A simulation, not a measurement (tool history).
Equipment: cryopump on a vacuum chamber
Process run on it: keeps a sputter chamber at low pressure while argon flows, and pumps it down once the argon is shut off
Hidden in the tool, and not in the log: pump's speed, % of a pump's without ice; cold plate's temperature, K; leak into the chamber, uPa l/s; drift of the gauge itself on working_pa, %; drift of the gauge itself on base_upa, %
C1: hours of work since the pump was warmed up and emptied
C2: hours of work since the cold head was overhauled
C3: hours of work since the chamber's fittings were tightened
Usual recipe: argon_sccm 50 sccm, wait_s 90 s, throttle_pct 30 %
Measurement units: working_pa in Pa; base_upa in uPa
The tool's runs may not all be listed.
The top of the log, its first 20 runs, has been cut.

Run 21, hour 478.7: usual settings but throttle_pct 17 %; C1 368; C2 368; C3 1326. Result: working_pa 0.3141 Pa, base_upa 2.19 uPa.
Run 22, hour 512.9: usual settings but argon_sccm 30 sccm, wait_s 31 s; C1 392; C2 392; C3 1350. Result: working_pa 0.1112 Pa, base_upa 3.62 uPa.
Run 23, hour 546.9: usual settings but argon_sccm 30 sccm, wait_s 31 s; C1 417; C2 417; C3 1375. Result: working_pa 0.1123 Pa, base_upa 3.47 uPa.
At hour 574.1: pump warmed up, emptied and cooled again.
Run 24, hour 582.4: usual settings but argon_sccm 89 sccm, wait_s 31 s, throttle_pct 16 %; C1 6; C2 439; C3 1397. Result: working_pa 0.5731 Pa, base_upa 3.37 uPa.
Run 25, hour 613.7: usual settings but argon_sccm 89 sccm, wait_s 31 s, throttle_pct 16 %; C1 29; C2 461; C3 1419. Result: working_pa 0.5721 Pa, base_upa 3.34 uPa.
Run 26, hour 639.2: usual settings but argon_sccm 47 sccm, wait_s 21 s, throttle_pct 29 %; C1 47; C2 480; C3 1438. Result: working_pa 0.1684 Pa, base_upa 4.17 uPa.
Run 27, hour 656.8: usual settings but argon_sccm 47 sccm, wait_s 21 s, throttle_pct 29 %; C1 60; C2 492; C3 1450. Result: working_pa 0.17 Pa, base_upa 4.29 uPa.
Run 28, hour 676.8: usual settings but argon_sccm 47 sccm, wait_s 21 s, throttle_pct 29 %; C1 74; C2 507; C3 1465. Result: working_pa 0.1679 Pa, base_upa 4.21 uPa.
Run 29, hour 700.3: usual settings but argon_sccm 24 sccm, wait_s 69 s, throttle_pct 35 %; C1 91; C2 523; C3 1482. Result: working_pa 0.0714 Pa, base_upa 2.35 uPa.
Run 30, hour 725.3: usual settings but argon_sccm 24 sccm, wait_s 69 s, throttle_pct 35 %; C1 109; C2 542; C3 1500. Result: working_pa 0.0723 Pa, base_upa 2.33 uPa.

Each row is a separate what-if for the run after 30, all from the same tool condition, not one after another. Results?
Run A, hour 739.8: usual settings but argon_sccm 24 sccm, wait_s 36 s; C1 119; C2 552; C3 1510. Result: working_pa ?, base_upa ?.
Run B, hour 739.8: usual settings but wait_s 51 s, throttle_pct 29 %; C1 119; C2 552; C3 1510. Result: working_pa ?, base_upa ?.
Run C, hour 739.8: usual settings but argon_sccm 38 sccm, throttle_pct 32 %; C1 119; C2 552; C3 1510. Result: working_pa ?, base_upa ?.
Run D, hour 739.8: usual settings but wait_s 42 s; C1 119; C2 552; C3 1510. Result: working_pa ?, base_upa ?.
Run E, hour 739.8: usual settings but argon_sccm 26 sccm, wait_s 69 s, throttle_pct 34 %; C1 119; C2 552; C3 1510. Result: working_pa ?, base_upa ?.

run  working_pa  base_upa
  A       0.085      3.15
  B      0.1808      2.63
  C      0.1251      2.19
  D      0.1742      2.87
  E      0.0812      2.35
Without the tool's hidden state the same runs would have given:
run  working_pa  base_upa
  A      0.0829      1.88
  B      0.1766      1.36
  C       0.122       0.9
  D        0.17      1.62
  E      0.0791      1.07

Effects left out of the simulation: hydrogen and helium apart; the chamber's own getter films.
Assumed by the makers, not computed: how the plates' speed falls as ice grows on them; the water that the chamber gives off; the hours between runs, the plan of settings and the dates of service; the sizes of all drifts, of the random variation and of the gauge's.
